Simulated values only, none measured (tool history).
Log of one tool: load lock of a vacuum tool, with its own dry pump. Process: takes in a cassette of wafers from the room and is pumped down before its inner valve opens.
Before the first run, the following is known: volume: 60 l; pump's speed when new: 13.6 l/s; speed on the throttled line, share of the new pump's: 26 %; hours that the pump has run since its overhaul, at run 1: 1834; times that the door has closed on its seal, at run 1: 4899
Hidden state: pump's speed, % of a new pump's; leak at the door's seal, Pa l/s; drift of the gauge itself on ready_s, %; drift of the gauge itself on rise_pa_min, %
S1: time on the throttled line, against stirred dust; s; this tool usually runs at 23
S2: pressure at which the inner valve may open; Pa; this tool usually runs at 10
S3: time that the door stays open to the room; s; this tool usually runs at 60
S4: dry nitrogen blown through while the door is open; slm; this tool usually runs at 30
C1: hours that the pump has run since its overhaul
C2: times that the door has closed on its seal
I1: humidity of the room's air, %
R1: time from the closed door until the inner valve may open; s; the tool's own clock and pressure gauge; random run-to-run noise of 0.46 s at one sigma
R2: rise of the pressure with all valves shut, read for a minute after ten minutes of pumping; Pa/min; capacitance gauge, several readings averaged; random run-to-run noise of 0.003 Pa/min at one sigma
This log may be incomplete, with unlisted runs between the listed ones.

| run | hour | S1 | S2 | S3 | S4 | C1 | C2 | I1 | R1 | R2 |
|---|---|---|---|---|---|---|---|---|---|---|
| 1 | 0.0 | 23 | 10 | 60 | 30 | 1834 | 4899 | 43.1 | 57.9 | 0.024 |
| 2 | 118.1 | 23 | 10 | 60 | 30 | 1952 | 5182 | 41.3 | 57.5 | 0.024 |
| 3 | 239.8 | 23 | 10 | 60 | 30 | 2073 | 5474 | 42.4 | 58.2 | 0.022 |
| 4 | 392.8 | 23 | 10 | 60 | 10 | 2226 | 5842 | 44.4 | 58.4 | 0.030 |
| 5 | 457.8 | 23 | 10 | 60 | 10 | 2291 | 5997 | 46.5 | 57.2 | 0.030 |
| 6 | 609.9 | 23 | 10 | 60 | 30 | 2443 | 6362 | 43.4 | 58.2 | 0.017 |
| 7 | 694.0 | 23 | 10 | 60 | 30 | 2528 | 6564 | 43.2 | 57.9 | 0.019 |
| 8 | 763.8 | 23 | 10 | 60 | 30 | 2597 | 6731 | 45.0 | 56.8 | 0.022 |
| 9 | 912.3 | 23 | 10 | 66 | 30 | 2746 | 7088 | 47.3 | 58.5 | 0.022 |
| 10 | 1024.7 | 23 | 10 | 66 | 30 | 2858 | 7357 | 44.7 | 58.0 | 0.025 |
| 11 | 1173.8 | 23 | 10 | 66 | 30 | 3007 | 7715 | 44.2 | 57.6 | 0.021 |
| 12 | 1261.0 | 22 | 10 | 60 | 30 | 3095 | 7924 | 42.5 | 57.4 | 0.022 |
| 13 | 1337.7 | 23 | 9 | 60 | 30 | 3171 | 8108 | 41.6 | 58.8 | 0.017 |
| 14 | 1451.1 | 23 | 9 | 39 | 30 | 3285 | 8380 | 44.5 | 58.8 | 0.020 |
| 15 | 1571.2 | 23 | 9 | 39 | 30 | 3405 | 8668 | 44.6 | 57.7 | 0.018 |
| 16 | 1665.6 | 23 | 9 | 39 | 30 | 3499 | 8895 | 46.4 | 57.9 | 0.023 |
| 17 | 1774.2 | 23 | 9 | 126 | 30 | 3608 | 9155 | 44.4 | 59.2 | 0.029 |
| 18 | 1868.7 | 23 | 9 | 146 | 30 | 3702 | 9382 | 48.5 | 57.6 | 0.029 |
| 19 | 1932.2 | 23 | 9 | 146 | 30 | 3766 | 9534 | 44.9 | 57.9 | 0.027 |
| 20 | 2030.6 | 23 | 9 | 177 | 30 | 3864 | 9770 | 47.0 | 59.3 | 0.034 |
| 21 | 2163.5 | 23 | 10 | 60 | 10 | 3997 | 10089 | 47.0 | 58.2 | 0.037 |
| 22 | 2233.2 | 23 | 10 | 60 | 10 | 4067 | 10256 | 43.5 | 57.7 | 0.033 |
| 23 | 2306.6 | 23 | 9 | 60 | 18 | 4140 | 10432 | 47.6 | 58.2 | 0.029 |
| 24 | 2402.3 | 23 | 10 | 31 | 20 | 4236 | 10662 | 43.4 | 58.2 | 0.021 |
| 25 | 2556.0 | 23 | 10 | 39 | 24 | 4390 | 11031 | 43.4 | 57.3 | 0.018 |
| 26 | 2640.2 | 46 | 10 | 60 | 4 | 4474 | 11233 | 47.7 | 75.7 | 0.041 |
| 27 | 2748.0 | 46 | 10 | 60 | 4 | 4582 | 11491 | 45.6 | 74.8 | 0.042 |
| 28 | 2899.3 | 23 | 17 | 60 | 30 | 4733 | 11854 | 47.1 | 55.8 | 0.024 |
| 29 | 2987.5 | 41 | 9 | 60 | 30 | 4821 | 12066 | 44.2 | 71.5 | 0.021 |
| 30 | 3100.0 | 41 | 19 | 132 | 15 | 4934 | 12336 | 47.6 | 67.4 | 0.039 |
| 31 | 3214.3 | 41 | 17 | 109 | 15 | 5048 | 12610 | 44.3 | 67.5 | 0.034 |
| 32 | 3345.0 | 22 | 16 | 30 | 6 | 5179 | 12923 | 45.5 | 54.6 | 0.024 |
| 33 | 3470.6 | 22 | 16 | 30 | 6 | 5304 | 13225 | 44.9 | 55.0 | 0.024 |
| 34 | 3604.1 | 22 | 16 | 30 | 10 | 5438 | 13545 | 43.4 | 55.1 | 0.025 |
| 35 | 3669.8 | 15 | 10 | 60 | 7 | 5503 | 13703 | 44.9 | 52.4 | 0.036 |
| 36 | 3820.9 | 23 | 10 | 140 | 5 | 5654 | 14065 | 42.9 | 57.4 | 0.043 |

Below are 3 alternative next runs, each starting from the tool's condition after run 36. Predict each:
| A | 3939.7 | 46 | 15 | 59 | 5 | 5773 | 14350 | 45.1 | ? | ? |
| B | 3939.7 | 46 | 10 | 103 | 15 | 5773 | 14350 | 41.4 | ? | ? |
| C | 3939.7 | 42 | 10 | 60 | 30 | 5773 | 14350 | 46.0 | ? | ? |

| run | R1 | R2 |
|---|---|---|
| A | 73.4 | 0.040 |
| B | 75.8 | 0.028 |
| C | 72.9 | 0.020 |
Had the tool no hidden state, the same runs would have come out as:
| run | R1 | R2 |
|---|---|---|
| A | 73.4 | 0.039 |
| B | 75.8 | 0.028 |
| C | 72.9 | 0.019 |
